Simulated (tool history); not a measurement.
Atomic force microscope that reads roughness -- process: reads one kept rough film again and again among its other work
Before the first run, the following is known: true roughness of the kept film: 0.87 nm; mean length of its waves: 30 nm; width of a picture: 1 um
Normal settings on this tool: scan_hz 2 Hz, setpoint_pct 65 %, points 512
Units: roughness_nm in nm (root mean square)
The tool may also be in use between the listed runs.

| run | hour | scan_hz | setpoint_pct | points | roughness_nm |
|---|---|---|---|---|---|
| 1 | 0 | 2 | 65 | 512 | 0.8 |
| 2 | 16.8 | 2 | 65 | 512 | 0.799 |
| 3 | 29.3 | 2 | 65 | 512 | 0.795 |
| 4 | 43.1 | 2 | 65 | 512 | 0.796 |
| 5 | 54.1 | 2 | 65 | 512 | 0.803 |
| 6 | 64.7 | 2 | 66 | 512 | 0.79 |
| 7 | 78.8 | 2 | 65 | 512 | 0.799 |
| 8 | 95.3 | 2 | 65 | 512 | 0.794 |
| 9 | 106.7 | 2 | 65 | 512 | 0.784 |
| 10 | 129.9 | 2 | 65 | 512 | 0.788 |
| 11 | 145.5 | 2 | 65 | 512 | 0.785 |
| 12 | 158.1 | 2 | 65 | 512 | 0.781 |
| 13 | 170.9 | 2 | 65 | 512 | 0.779 |
| 14 | 189 | 2 | 65 | 512 | 0.784 |
| 15 | 204.8 | 1.99 | 65 | 512 | 0.77 |
| 16 | 217.2 | 2 | 65 | 648 | 0.773 |
| 17 | 238.3 | 2 | 65 | 648 | 0.765 |
| 18 | 251.5 | 2 | 65 | 512 | 0.804 |
| 19 | 267.1 | 3.88 | 65 | 512 | 0.763 |
| 20 | 278.5 | 2 | 65 | 512 | 0.797 |
| 21 | 294.3 | 1.94 | 65 | 512 | 0.8 |
| 22 | 317.4 | 1.94 | 65 | 512 | 0.805 |
| 23 | 333.3 | 1.94 | 65 | 512 | 0.796 |
| 24 | 346.5 | 1.94 | 65 | 512 | 0.788 |
| 25 | 362 | 1.94 | 65 | 512 | 0.781 |
| 26 | 384.3 | 1.94 | 65 | 512 | 0.792 |
| 27 | 403.4 | 1.54 | 90 | 512 | 0.723 |
| 28 | 422.7 | 1.54 | 90 | 512 | 0.718 |
| 29 | 438.3 | 1.68 | 65 | 512 | 0.774 |
| 30 | 458.7 | 1.68 | 65 | 648 | 0.787 |
| 31 | 478.1 | 3.39 | 65 | 648 | 0.751 |
| 32 | 493 | 1.49 | 57 | 593 | 0.786 |
| 33 | 506.5 | 2 | 65 | 512 | 0.76 |
| 34 | 526.5 | 2 | 65 | 389 | 0.795 |
| 35 | 541.8 | 1.23 | 65 | 692 | 0.813 |
| 36 | 561.9 | 0.9 | 80 | 428 | 0.794 |
| 37 | 582.8 | 0.81 | 69 | 553 | 0.81 |
| 38 | 597.1 | 2.07 | 64 | 553 | 0.796 |
| 39 | 611.7 | 2.64 | 64 | 553 | 0.779 |
| 40 | 629.2 | 2.64 | 64 | 553 | 0.778 |
| 41 | 639.5 | 2.64 | 64 | 553 | 0.78 |
| 42 | 659.3 | 1.16 | 82 | 553 | 0.764 |
| 43 | 671.2 | 1.16 | 55 | 317 | 0.798 |
| 44 | 692 | 1.16 | 55 | 317 | 0.785 |
| 45 | 705.2 | 1.16 | 55 | 317 | 0.792 |
| 46 | 720.9 | 1.16 | 55 | 317 | 0.792 |
| 47 | 737 | 0.79 | 65 | 656 | 0.795 |
| 48 | 752.3 | 1.74 | 65 | 512 | 0.772 |
| 49 | 765 | 2.96 | 70 | 459 | 0.735 |
| 50 | 785.2 | 3.94 | 56 | 918 | 0.797 |

Withheld: 3 entries from between the runs. Position of each, and hidden state at the listed run before versus the listed run after:
Logged between run 17 and run 18: new tip fitted (hour 244.3)
  radius of the tip, nm: 19.9 -> 7.6
  measured less the result without the state, roughness_nm: -0.037 -> -0.003 nm (root mean square)
Logged between run 33 and run 34: new tip fitted (hour 510.9)
  radius of the tip, nm: 19.9 -> 8.2
  measured less the result without the state, roughness_nm: -0.039 -> -0.005 nm (root mean square)
Logged between run 49 and run 50: new tip fitted (hour 776.5)
  radius of the tip, nm: 19.8 -> 8.2; height scale over the true one, %: -0.29 -> -0.3
  measured less the result without the state, roughness_nm: -0.037 -> -0.006 nm (root mean square)
